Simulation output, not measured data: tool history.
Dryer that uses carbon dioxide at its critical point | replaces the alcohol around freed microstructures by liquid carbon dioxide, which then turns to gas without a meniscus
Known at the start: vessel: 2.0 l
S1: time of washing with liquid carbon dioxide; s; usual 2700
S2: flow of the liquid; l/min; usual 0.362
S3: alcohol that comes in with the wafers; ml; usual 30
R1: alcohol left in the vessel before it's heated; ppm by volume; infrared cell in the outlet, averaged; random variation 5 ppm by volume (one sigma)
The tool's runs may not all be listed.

run	hour	S1	S2	S3	R1
1	0.0	2700	0.362	30	87
2	33.7	2700	0.362	30	88
3	63.0	2700	0.362	30	87
# hour 72.5: inlet filter changed
4	79.6	2700	0.362	30	77
5	103.6	1860	0.362	30	169
6	136.3	1860	0.362	30	176
7	168.0	1860	0.362	30	187
8	190.3	1800	0.490	30	103
9	218.2	1800	0.490	30	108
10	242.9	1740	0.362	30	254
11	272.6	3360	0.219	44	233
12	305.7	3360	0.219	44	244
13	321.7	2940	0.589	24	114
14	338.9	2280	0.305	30	232

5 ways to go on from here, each from the tool as it stands after run 14. What would each give?
A	358.6	3840	0.245	34	?
B	358.6	2640	0.431	90	?
C	358.6	2700	0.360	30	?
D	358.6	2700	0.313	42	?
E	358.6	2280	0.223	91	?

run	R1
A	143
B	121
C	142
D	175
E	1545
Without the tool's hidden state the same runs would have given:
run	R1
A	18
B	2
C	18
D	39
E	1106

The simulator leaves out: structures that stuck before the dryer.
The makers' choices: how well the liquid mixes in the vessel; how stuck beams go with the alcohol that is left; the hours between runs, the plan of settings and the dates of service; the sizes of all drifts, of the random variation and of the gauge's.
